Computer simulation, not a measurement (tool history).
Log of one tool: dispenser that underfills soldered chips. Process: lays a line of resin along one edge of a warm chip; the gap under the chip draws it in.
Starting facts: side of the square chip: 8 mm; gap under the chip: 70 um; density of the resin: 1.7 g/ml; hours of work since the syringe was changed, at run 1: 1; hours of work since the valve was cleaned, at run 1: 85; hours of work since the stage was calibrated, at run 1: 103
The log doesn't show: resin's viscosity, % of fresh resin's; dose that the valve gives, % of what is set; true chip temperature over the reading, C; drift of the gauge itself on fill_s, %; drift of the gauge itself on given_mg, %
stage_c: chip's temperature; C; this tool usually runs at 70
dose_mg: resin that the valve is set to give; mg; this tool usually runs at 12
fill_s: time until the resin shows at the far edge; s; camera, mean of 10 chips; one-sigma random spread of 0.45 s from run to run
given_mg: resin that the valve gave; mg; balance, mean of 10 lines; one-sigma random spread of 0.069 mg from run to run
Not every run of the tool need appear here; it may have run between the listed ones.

| run | day | stage_c | dose_mg | hours of work since the syringe was changed | hours of work since the valve was cleaned | hours of work since the stage was calibrated | fill_s | given_mg |
|---|---|---|---|---|---|---|---|---|
| 1 | 0 | 70 | 12 | 1 | 85 | 103 | 36.5 | 10.93 |
| 2 | 0.188 | 70 | 12 | 4 | 88 | 106 | 43.6 | 11 |
| 3 | 0.329 | 85 | 12 | 6 | 91 | 108 | 24.5 | 10.93 |
|  | 0.358 | new syringe of resin |
| 4 | 0.512 | 85 | 12 | 2 | 93 | 111 | 20.5 | 10.93 |
| 5 | 0.654 | 85 | 12 | 5 | 96 | 113 | 23 | 10.98 |
|  | 0.762 | new syringe of resin |
| 6 | 0.904 | 85 | 12 | 2 | 99 | 117 | 19.7 | 10.96 |
| 7 | 1.083 | 85 | 12 | 5 | 102 | 120 | 23.2 | 10.8 |
|  | 1.167 | new syringe of resin |
| 8 | 1.217 | 85 | 12 | 1 | 104 | 122 | 18.4 | 10.94 |
| 9 | 1.438 | 70 | 12 | 4 | 108 | 125 | 44.6 | 10.89 |
|  | 1.567 | new syringe of resin |
| 10 | 1.625 | 81 | 12 | 1 | 111 | 128 | 22.3 | 10.73 |
| 11 | 1.838 | 81 | 12 | 4 | 114 | 131 | 27.5 | 10.79 |
| 12 | 1.942 | 81 | 12 | 6 | 116 | 133 | 29.6 | 10.76 |
|  | 1.979 | new syringe of resin |
| 13 | 2.179 | 81 | 12 | 3 | 119 | 137 | 25.1 | 10.53 |
| 14 | 2.312 | 78 | 12 | 5 | 121 | 139 | 33.2 | 10.59 |
|  | 2.388 | new syringe of resin |
| 15 | 2.521 | 70 | 12 | 2 | 125 | 142 | 40.3 | 10.52 |
| 16 | 2.638 | 70 | 12 | 4 | 126 | 144 | 43.5 | 10.6 |
|  | 2.808 | new syringe of resin |
| 17 | 2.892 | 70 | 13 | 1 | 130 | 148 | 38.6 | 11.37 |
| 18 | 3.067 | 81 | 13 | 4 | 133 | 150 | 26 | 11.39 |
|  | 3.221 | new syringe of resin |
| 19 | 3.258 | 81 | 13 | 1 | 136 | 153 | 22.4 | 11.35 |

Forecast run 20:
| 20 | 3.367 | 79 | 12 | 2 | 138 | 155 | ? | ? |

{"run 20": {"fill_s": 27.1, "given_mg": 10.48}}
On a tool with no hidden condition, and with the same random variation, this run would have come out at fill_s 22.4 s, given_mg 12.04 mg.

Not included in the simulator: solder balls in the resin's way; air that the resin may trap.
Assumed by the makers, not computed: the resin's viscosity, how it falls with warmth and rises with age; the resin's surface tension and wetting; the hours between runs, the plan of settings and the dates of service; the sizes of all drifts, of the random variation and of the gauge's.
